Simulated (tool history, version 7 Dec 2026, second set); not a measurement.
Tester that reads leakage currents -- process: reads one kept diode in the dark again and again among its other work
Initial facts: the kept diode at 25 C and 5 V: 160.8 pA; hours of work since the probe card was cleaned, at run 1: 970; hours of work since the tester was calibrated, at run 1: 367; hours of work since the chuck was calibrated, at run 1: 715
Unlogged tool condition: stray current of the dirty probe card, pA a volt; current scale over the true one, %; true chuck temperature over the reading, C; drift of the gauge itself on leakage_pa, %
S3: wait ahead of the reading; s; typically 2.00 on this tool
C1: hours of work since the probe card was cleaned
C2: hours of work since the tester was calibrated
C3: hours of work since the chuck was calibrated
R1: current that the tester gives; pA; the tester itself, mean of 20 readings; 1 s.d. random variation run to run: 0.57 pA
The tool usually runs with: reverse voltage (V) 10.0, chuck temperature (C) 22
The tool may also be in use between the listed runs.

run 1 hour=0.0 | reverse_voltage_(V)=10.0 chuck_temperature_(C)=22 S3=2.00 | C1=970 C2=367 C3=715 | R1=211.06
run 2 hour=46.5 | reverse_voltage_(V)=10.0 chuck_temperature_(C)=22 S3=2.00 | C1=995 C2=393 C3=741 | R1=211.81
run 3 hour=99.1 | reverse_voltage_(V)=10.0 chuck_temperature_(C)=22 S3=2.00 | C1=1024 C2=422 C3=770 | R1=212.80
run 4 hour=129.7 | reverse_voltage_(V)=6.6 chuck_temperature_(C)=22 S3=2.00 | C1=1041 C2=439 C3=787 | R1=166.89
run 5 hour=154.4 | reverse_voltage_(V)=6.6 chuck_temperature_(C)=22 S3=2.00 | C1=1055 C2=453 C3=801 | R1=166.58
run 6 hour=201.9 | reverse_voltage_(V)=6.6 chuck_temperature_(C)=22 S3=2.00 | C1=1081 C2=479 C3=827 | R1=167.41
run 7 hour=240.3 | reverse_voltage_(V)=6.6 chuck_temperature_(C)=22 S3=2.00 | C1=1103 C2=500 C3=848 | R1=167.95
run 8 hour=272.8 | reverse_voltage_(V)=6.6 chuck_temperature_(C)=22 S3=2.00 | C1=1121 C2=518 C3=866 | R1=167.80
run 9 hour=314.0 | reverse_voltage_(V)=10.0 chuck_temperature_(C)=22 S3=0.65 | C1=1143 C2=541 C3=889 | R1=217.99
run 10 hour=350.5 | reverse_voltage_(V)=10.0 chuck_temperature_(C)=22 S3=0.65 | C1=1164 C2=561 C3=909 | R1=218.39
run 11 hour=390.6 | reverse_voltage_(V)=10.0 chuck_temperature_(C)=22 S3=0.65 | C1=1186 C2=583 C3=931 | R1=219.27
run 12 hour=446.5 | reverse_voltage_(V)=10.0 chuck_temperature_(C)=22 S3=2.00 | C1=1217 C2=614 C3=962 | R1=218.13
run 13 hour=478.4 | reverse_voltage_(V)=10.0 chuck_temperature_(C)=22 S3=2.00 | C1=1234 C2=632 C3=980 | R1=219.45
run 14 hour=522.8 | reverse_voltage_(V)=10.0 chuck_temperature_(C)=22 S3=2.00 | C1=1259 C2=656 C3=1004 | R1=218.81
run 15 hour=551.9 | reverse_voltage_(V)=10.0 chuck_temperature_(C)=22 S3=2.00 | C1=1275 C2=672 C3=1021 | R1=219.72
run 16 hour=590.4 | reverse_voltage_(V)=10.0 chuck_temperature_(C)=22 S3=2.00 | C1=1296 C2=694 C3=1042 | R1=218.76
run 17 hour=615.5 | reverse_voltage_(V)=10.0 chuck_temperature_(C)=22 S3=1.44 | C1=1310 C2=708 C3=1056 | R1=220.81
-- hour=621.1 probe card cleaned and baked
run 18 hour=643.4 | reverse_voltage_(V)=10.0 chuck_temperature_(C)=22 S3=1.44 | C1=12 C2=721 C3=1070 | R1=223.55
run 19 hour=690.4 | reverse_voltage_(V)=10.0 chuck_temperature_(C)=22 S3=1.44 | C1=38 C2=747 C3=1096 | R1=223.84
run 20 hour=744.4 | reverse_voltage_(V)=10.0 chuck_temperature_(C)=22 S3=1.44 | C1=68 C2=777 C3=1125 | R1=225.02
run 21 hour=777.7 | reverse_voltage_(V)=10.0 chuck_temperature_(C)=22 S3=1.44 | C1=87 C2=796 C3=1144 | R1=224.76
run 22 hour=834.6 | reverse_voltage_(V)=10.0 chuck_temperature_(C)=22 S3=1.44 | C1=118 C2=827 C3=1175 | R1=226.82
-- hour=859.2 probe card cleaned and baked, once more
run 23 hour=862.8 | reverse_voltage_(V)=10.0 chuck_temperature_(C)=22 S3=1.44 | C1=2 C2=841 C3=1189 | R1=216.21
run 24 hour=906.4 | reverse_voltage_(V)=10.0 chuck_temperature_(C)=22 S3=1.44 | C1=26 C2=865 C3=1213 | R1=217.60
run 25 hour=952.4 | reverse_voltage_(V)=1.2 chuck_temperature_(C)=36 S3=5.17 | C1=52 C2=891 C3=1239 | R1=185.98

Run 26 comes next. What will it give?
run 26 hour=982.5 | reverse_voltage_(V)=1.2 chuck_temperature_(C)=36 S3=2.00 | C1=68 C2=907 C3=1256 | R1=?

Run 26 gave R1 185.82 pA.
With the hidden condition absent and the run-to-run variation left alone, this run would have shown R1 164.37 pA.

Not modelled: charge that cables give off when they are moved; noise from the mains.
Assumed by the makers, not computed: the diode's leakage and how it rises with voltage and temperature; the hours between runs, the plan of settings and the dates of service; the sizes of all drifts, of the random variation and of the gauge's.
